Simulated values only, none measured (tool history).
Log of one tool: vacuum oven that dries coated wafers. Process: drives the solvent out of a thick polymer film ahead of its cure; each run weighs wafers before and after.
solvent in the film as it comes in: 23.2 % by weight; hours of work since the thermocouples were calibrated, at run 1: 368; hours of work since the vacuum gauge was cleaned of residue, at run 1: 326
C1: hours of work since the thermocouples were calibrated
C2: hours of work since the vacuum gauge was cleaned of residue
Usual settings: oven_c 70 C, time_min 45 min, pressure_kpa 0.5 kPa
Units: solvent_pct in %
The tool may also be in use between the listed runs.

run 1 hour=0 | oven_c=70 time_min=45 pressure_kpa=0.5 | C1=368 C2=326 | solvent_pct=5.32
run 2 hour=10.7 | oven_c=70 time_min=45 pressure_kpa=0.329 | C1=375 C2=333 | solvent_pct=5.13
run 3 hour=25.4 | oven_c=70 time_min=45 pressure_kpa=0.329 | C1=384 C2=342 | solvent_pct=5.16
run 4 hour=37.3 | oven_c=70 time_min=45 pressure_kpa=0.997 | C1=391 C2=349 | solvent_pct=5.63
run 5 hour=44.8 | oven_c=57 time_min=45 pressure_kpa=0.997 | C1=396 C2=354 | solvent_pct=12.3
run 6 hour=55.4 | oven_c=57 time_min=45 pressure_kpa=0.997 | C1=402 C2=361 | solvent_pct=12.39
run 7 hour=68 | oven_c=57 time_min=45 pressure_kpa=0.997 | C1=410 C2=368 | solvent_pct=12.15
run 8 hour=77.2 | oven_c=70 time_min=45 pressure_kpa=0.74 | C1=416 C2=374 | solvent_pct=5.4
run 9 hour=92.9 | oven_c=70 time_min=45 pressure_kpa=0.74 | C1=426 C2=384 | solvent_pct=5.46
run 10 hour=107 | oven_c=70 time_min=25 pressure_kpa=0.5 | C1=435 C2=393 | solvent_pct=9.18
run 11 hour=119.8 | oven_c=70 time_min=25 pressure_kpa=0.5 | C1=442 C2=401 | solvent_pct=9.2
run 12 hour=127.5 | oven_c=70 time_min=25 pressure_kpa=0.5 | C1=447 C2=405 | solvent_pct=9.14
run 13 hour=141.9 | oven_c=70 time_min=25 pressure_kpa=0.5 | C1=456 C2=414 | solvent_pct=9.13
run 14 hour=158.3 | oven_c=70 time_min=60 pressure_kpa=0.5 | C1=466 C2=425 | solvent_pct=3.5
run 15 hour=165.1 | oven_c=70 time_min=60 pressure_kpa=0.5 | C1=471 C2=429 | solvent_pct=3.47
run 16 hour=172.2 | oven_c=70 time_min=60 pressure_kpa=0.5 | C1=475 C2=433 | solvent_pct=3.45
run 17 hour=179.2 | oven_c=70 time_min=60 pressure_kpa=0.5 | C1=479 C2=437 | solvent_pct=3.49
run 18 hour=187.8 | oven_c=70 time_min=60 pressure_kpa=0.5 | C1=485 C2=443 | solvent_pct=3.55
run 19 hour=199.4 | oven_c=70 time_min=60 pressure_kpa=0.5 | C1=492 C2=450 | solvent_pct=3.63
run 20 hour=212.6 | oven_c=70 time_min=51 pressure_kpa=0.5 | C1=500 C2=458 | solvent_pct=4.48
run 21 hour=221.7 | oven_c=70 time_min=51 pressure_kpa=0.5 | C1=506 C2=464 | solvent_pct=4.43
run 22 hour=236.8 | oven_c=70 time_min=51 pressure_kpa=0.5 | C1=515 C2=473 | solvent_pct=4.45
run 23 hour=244.5 | oven_c=70 time_min=51 pressure_kpa=0.5 | C1=520 C2=478 | solvent_pct=4.47
run 24 hour=260.1 | oven_c=74 time_min=51 pressure_kpa=0.307 | C1=530 C2=488 | solvent_pct=2.66
run 25 hour=271.2 | oven_c=57 time_min=51 pressure_kpa=1.033 | C1=537 C2=495 | solvent_pct=11.44
run 26 hour=281.2 | oven_c=75 time_min=34 pressure_kpa=1.136 | C1=543 C2=501 | solvent_pct=4.97
run 27 hour=292.2 | oven_c=61 time_min=56 pressure_kpa=0.5 | C1=550 C2=508 | solvent_pct=8.44
run 28 hour=299 | oven_c=70 time_min=62 pressure_kpa=0.495 | C1=554 C2=512 | solvent_pct=3.37
run 29 hour=311.9 | oven_c=70 time_min=79 pressure_kpa=0.518 | C1=562 C2=520 | solvent_pct=2.22
run 30 hour=327.5 | oven_c=70 time_min=79 pressure_kpa=0.518 | C1=572 C2=530 | solvent_pct=2.25
run 31 hour=339.5 | oven_c=75 time_min=46 pressure_kpa=0.749 | C1=579 C2=537 | solvent_pct=3.06
run 32 hour=348.5 | oven_c=56 time_min=69 pressure_kpa=0.344 | C1=585 C2=543 | solvent_pct=9.62
run 33 hour=363.4 | oven_c=56 time_min=69 pressure_kpa=0.344 | C1=594 C2=552 | solvent_pct=9.49
run 34 hour=375.8 | oven_c=72 time_min=73 pressure_kpa=0.32 | C1=602 C2=560 | solvent_pct=1.79
run 35 hour=383.8 | oven_c=67 time_min=45 pressure_kpa=0.5 | C1=607 C2=565 | solvent_pct=6.72
run 36 hour=391.2 | oven_c=67 time_min=45 pressure_kpa=0.5 | C1=611 C2=569 | solvent_pct=6.64
run 37 hour=398.4 | oven_c=67 time_min=45 pressure_kpa=0.5 | C1=616 C2=574 | solvent_pct=6.72
run 38 hour=409.1 | oven_c=80 time_min=25 pressure_kpa=0.321 | C1=622 C2=580 | solvent_pct=4.2
run 39 hour=416.9 | oven_c=70 time_min=68 pressure_kpa=1.602 | C1=627 C2=585 | solvent_pct=3.71
run 40 hour=423.8 | oven_c=70 time_min=68 pressure_kpa=1.602 | C1=631 C2=590 | solvent_pct=3.72
run 41 hour=432.9 | oven_c=78 time_min=25 pressure_kpa=0.5 | C1=637 C2=595 | solvent_pct=5.15
run 42 hour=446.3 | oven_c=66 time_min=68 pressure_kpa=0.799 | C1=645 C2=604 | solvent_pct=4.9
run 43 hour=459.6 | oven_c=72 time_min=65 pressure_kpa=0.5 | C1=654 C2=612 | solvent_pct=2.36
run 44 hour=468.4 | oven_c=70 time_min=24 pressure_kpa=0.778 | C1=659 C2=617 | solvent_pct=9.5
run 45 hour=483.2 | oven_c=70 time_min=24 pressure_kpa=0.778 | C1=668 C2=626 | solvent_pct=9.63
run 46 hour=499.9 | oven_c=70 time_min=24 pressure_kpa=0.321 | C1=679 C2=637 | solvent_pct=9.15

3 ways to go on from here, each from the tool as it stands after run 46. What would each give?
run A hour=511.9 | oven_c=58 time_min=58 pressure_kpa=1.531 | C1=686 C2=644 | solvent_pct=?
run B hour=511.9 | oven_c=70 time_min=74 pressure_kpa=1.426 | C1=686 C2=644 | solvent_pct=?
run C hour=511.9 | oven_c=70 time_min=63 pressure_kpa=0.5 | C1=686 C2=644 | solvent_pct=?

run=A solvent_pct=10.67
run=B solvent_pct=3.23
run=C solvent_pct=3.19
Without the tool's hidden state the same runs would have given:
run=A solvent_pct=11.15
run=B solvent_pct=3.54
run=C solvent_pct=3.55

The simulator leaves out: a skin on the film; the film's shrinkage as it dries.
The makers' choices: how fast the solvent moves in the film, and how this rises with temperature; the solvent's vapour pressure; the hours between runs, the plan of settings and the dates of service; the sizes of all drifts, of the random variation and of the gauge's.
